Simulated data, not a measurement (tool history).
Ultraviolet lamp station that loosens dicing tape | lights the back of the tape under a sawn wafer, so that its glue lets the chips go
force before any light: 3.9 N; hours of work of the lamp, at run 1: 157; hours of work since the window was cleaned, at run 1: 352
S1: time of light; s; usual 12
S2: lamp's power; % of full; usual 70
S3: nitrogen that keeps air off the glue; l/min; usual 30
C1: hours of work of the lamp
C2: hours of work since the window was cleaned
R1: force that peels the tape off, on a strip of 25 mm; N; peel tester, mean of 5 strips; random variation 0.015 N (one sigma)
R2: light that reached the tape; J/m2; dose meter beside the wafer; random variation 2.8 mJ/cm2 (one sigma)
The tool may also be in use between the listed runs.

run   hour  S1  S2  S3   C1   C2     R1    R2
  1    0.0  12  70  30  157  352  0.924  3250
  2    6.3  13  70  30  162  356  0.826  3410
  3   10.4  13  70  30  164  359  0.824  3470
  4   17.6  13  70  30  169  364  0.844  3390
  5   23.4  13  70  30  173  368  0.852  3430
  6   30.7  13  70  30  178  373  0.834  3420
  7   39.4  12  70  30  184  379  0.922  3140
  8   46.2  12  70  30  189  384  0.888  3180
  9   53.7  12  70  30  194  389  0.928  3150
 10   59.8  12  70  30  199  393  0.937  3070
 11   65.7  12  70  30  203  397  0.928  3100
 12   70.0  12  70  30  206  400  0.931  3120
 13   79.6  12  70  30  212  407  0.943  3040
 14   88.0   7  70  30  218  413  1.627  1840
 15   92.4   7  70  30  221  416  1.625  1790
 16   97.9  12  84  30  225  419  0.767  3610
 17  105.6  12  84  30  230  425  0.769  3640
 18  109.9  12  84  30  233  428  0.734  3600
 19  114.4  12  84  30  236  431  0.768  3660
 20  120.9  12  99  30  241  435  0.630  4240
 21  129.7  12  99  30  247  442  0.631  4230
     131.0  -- window cleaned of glue's vapour
 22  138.1  12  99  30  252    5  0.692  3880
 23  142.4  12  99  30  255    8  0.733  3880
 24  148.0   7  76  17  259   12  2.032  1720
 25  156.6  12  70  16  265   18  1.472  2750
 26  162.0  10  67   9  269   21  2.109  2140
 27  170.9  10  65  54  275   28  1.177  2120
 28  175.8  14  65  33  278   31  0.964  2910
     182.3  -- window cleaned of glue's vapour, once more
 29  184.0   8  81  30  284    1  1.180  2510
 30  192.8  13  91  14  290    7  0.833  4570
 31  201.9  13  91  14  296   14  0.889  4570

The next listed run, before its measurement:
 32  210.4   7  87  45  302  19   ?   ?

Run 32 gave R1 1.071 N, R2 2320 J/m2.
Without the tool's hidden state the same run would have given R1 0.888 N, R2 2720 J/m2.
